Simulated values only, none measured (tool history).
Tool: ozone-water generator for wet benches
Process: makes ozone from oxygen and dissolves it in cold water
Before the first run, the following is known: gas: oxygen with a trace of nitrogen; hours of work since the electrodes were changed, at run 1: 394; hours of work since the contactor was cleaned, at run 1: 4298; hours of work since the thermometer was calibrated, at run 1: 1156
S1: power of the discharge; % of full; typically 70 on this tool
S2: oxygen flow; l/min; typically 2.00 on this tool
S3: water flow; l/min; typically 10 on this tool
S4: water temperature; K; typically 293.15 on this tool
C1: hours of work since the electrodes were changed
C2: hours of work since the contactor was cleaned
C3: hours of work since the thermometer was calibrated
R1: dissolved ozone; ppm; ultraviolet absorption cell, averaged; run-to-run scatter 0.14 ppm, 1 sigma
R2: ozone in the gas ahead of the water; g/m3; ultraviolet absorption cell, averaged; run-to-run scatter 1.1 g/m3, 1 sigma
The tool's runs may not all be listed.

run	hour	S1	S2	S3	S4	C1	C2	C3	R1	R2
1	0.0	70	2.00	10	293.15	394	4298	1156	17.3	201.6
2	30.1	70	2.00	10	293.15	424	4327	1185	17.3	200.8
3	62.9	70	2.00	10	293.15	456	4359	1217	17.4	200.4
4	96.1	70	2.00	10	293.15	488	4392	1250	17.3	200.3
5	126.0	70	2.00	10	292.15	517	4421	1279	17.7	200.7
6	151.2	70	2.00	10	293.15	542	4445	1303	17.4	202.4
7	183.0	74	1.98	10	289.15	573	4476	1335	19.1	212.4
8	213.7	79	1.98	7	289.15	603	4506	1364	27.3	220.9
9	231.5	79	1.98	7	289.15	620	4524	1382	27.3	220.5

What does the tool deliver on the next run?
10	246.2	42	1.49	14	296.15	634	4538	1396	?	?

{"run 10": {"R1": 7.4, "R2": 148.5}}
Had the tool carried no hidden state, the very same run would have given R1 7.4 ppm, R2 148.5 g/m3.
